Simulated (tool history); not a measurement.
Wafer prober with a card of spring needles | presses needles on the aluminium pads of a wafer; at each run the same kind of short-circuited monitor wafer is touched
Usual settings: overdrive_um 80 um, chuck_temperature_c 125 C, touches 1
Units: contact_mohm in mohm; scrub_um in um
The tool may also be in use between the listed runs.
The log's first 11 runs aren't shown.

run	hour	overdrive_um	chuck_temperature_c	touches	touches since the tips were cleaned	cleanings since the card got new needles	touches since the first contact's height was set	contact_mohm	scrub_um
# hour 741.4: tips cleaned on abrasive film
# hour 749.3: height of the first contact set anew
# hour 774.7: tips cleaned on abrasive film
12	797.7	100	125	1	5980	48	12544	287	15.81
# hour 811.2: tips cleaned on abrasive film
# hour 847.0: tips cleaned on abrasive film
13	874.5	100	125	1	7136	50	32417	289	15.80
# hour 881.1: tips cleaned on abrasive film
# hour 913.2: tips cleaned on abrasive film
# hour 948.5: tips cleaned on abrasive film
14	958.8	100	125	1	2673	53	54241	284	15.78
# hour 984.1: tips cleaned on abrasive film
15	997.7	80	125	1	3527	54	64313	291	12.55
# hour 1022.9: tips cleaned on abrasive film
# hour 1062.2: tips cleaned on abrasive film
16	1070.6	65	77	2	2195	56	83186	268	10.13
# hour 1097.7: tips cleaned on abrasive film
17	1118.9	65	77	2	5512	57	95689	273	10.15
# hour 1132.7: tips cleaned on abrasive film
# hour 1167.5: tips cleaned on abrasive film
18	1190.1	90	119	2	5869	59	114132	280	14.07
# hour 1201.1: tips cleaned on abrasive film
19	1229.3	96	125	2	7320	60	124269	283	15.01
# hour 1237.4: tips cleaned on abrasive film
# hour 1271.3: tips cleaned on abrasive film
20	1301.4	80	32	1	7821	62	142936	272	12.44
# hour 1305.4: tips cleaned on abrasive film
# hour 1339.4: tips cleaned on abrasive film
21	1345.2	80	32	1	1509	64	154255	255	12.40
# hour 1372.6: tips cleaned on abrasive film
# hour 1410.6: tips cleaned on abrasive film
22	1422.3	65	61	1	3041	66	174214	272	10.01
# hour 1447.0: tips cleaned on abrasive film
23	1478.3	65	61	3	8131	67	188724	265	9.98
# hour 1483.5: tips cleaned on abrasive film
# hour 1520.0: tips cleaned on abrasive film
24	1523.9	91	122	2	1023	69	200510	273	14.06
# hour 1554.0: tips cleaned on abrasive film
# hour 1593.7: tips cleaned on abrasive film
# hour 1601.7: height of the first contact set anew
25	1603.9	93	125	1	2563	71	566	283	14.66
# hour 1629.2: tips cleaned on abrasive film
# hour 1666.5: tips cleaned on abrasive film
26	1674.1	93	125	1	1963	73	18728	278	14.65
# hour 1698.7: tips cleaned on abrasive film
# hour 1731.7: tips cleaned on abrasive film
27	1751.1	80	100	1	5032	75	38673	286	12.58

Run 28 comes next. What will it give?
# hour 1767.6: tips cleaned on abrasive film
# hour 1800.4: tips cleaned on abrasive film
28	1800.4	80	71	1	0	77	51416	?	?

{"run 28": {"contact_mohm": 263, "scrub_um": 12.55}}
Without the tool's hidden state the same run would have given contact_mohm 261 mohm, scrub_um 12.64 um.
